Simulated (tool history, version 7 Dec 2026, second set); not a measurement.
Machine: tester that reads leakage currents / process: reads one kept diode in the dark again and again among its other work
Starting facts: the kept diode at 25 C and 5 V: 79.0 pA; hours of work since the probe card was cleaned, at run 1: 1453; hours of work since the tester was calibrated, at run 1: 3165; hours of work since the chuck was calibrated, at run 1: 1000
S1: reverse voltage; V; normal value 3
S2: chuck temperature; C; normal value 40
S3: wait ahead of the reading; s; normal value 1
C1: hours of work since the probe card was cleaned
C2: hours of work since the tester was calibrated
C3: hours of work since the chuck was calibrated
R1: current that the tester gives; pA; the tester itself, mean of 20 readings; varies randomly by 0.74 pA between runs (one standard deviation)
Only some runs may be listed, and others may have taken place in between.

run,hour,S1,S2,S3,C1,C2,C3,R1
1,0,3,40,1,1453,3165,1000,238.19
2,139.5,3,40,1,1557,3268,1104,234.85
3,343,3,40,1,1708,3420,1255,234.56
4,573.7,3,40,1,1879,3591,1426,232.2
5,789.6,3,40,1,2039,3751,1586,232
6,964.9,3,40,1,2169,3881,1716,230.53
# hour 1065.6: chuck's temperature calibrated
7,1087.2,3,40,1,2259,3970,16,243.51
8,1194.9,3,40,1,2339,4050,96,242.07
9,1403.9,3,40,1,2494,4205,251,240.32
10,1612.2,3,40,1,2648,4360,406,238.42
11,1754.4,3,40,5.32,2754,4465,511,236.37
12,1933.8,3,41,1.05,2887,4599,644,257.31
13,2151.1,3,49,3.11,3048,4760,806,489.57
14,2322.9,13.77,40,1.88,3176,4887,933,410.83
15,2492.6,1.47,40,4.83,3302,5013,1059,180.83
16,2643.9,2.7,40,0.48,3414,5126,1171,223.54
# hour 2702.2: probe card cleaned and baked
17,2877.9,3.65,32,0.36,130,5297,1343,123.76
18,2981.6,1.55,33,1,207,5374,1420,98.26
19,3081.1,3.29,40,0.31,281,5448,1493,235.14
# hour 3140: tester calibrated
20,3297,1.02,40,0.74,440,117,1652,156.94
21,3444.9,3,44,0.48,550,226,1762,320.86
# hour 3475.8: chuck's temperature calibrated
22,3679.9,1.31,54,2.99,723,399,151,568.53

Alternative continuations, all from the tool just after run 22; predict every row:
A,3912.4,18.7,54,2.99,895,572,324,?
B,3912.4,3,44,6.02,895,572,324,?
C,3912.4,16.39,35,1,895,572,324,?

run,R1
A,1466.26
B,344.4
C,300.6
Without the tool's hidden state the same runs would have given:
run,R1
A,1468.68
B,345.28
C,298.51

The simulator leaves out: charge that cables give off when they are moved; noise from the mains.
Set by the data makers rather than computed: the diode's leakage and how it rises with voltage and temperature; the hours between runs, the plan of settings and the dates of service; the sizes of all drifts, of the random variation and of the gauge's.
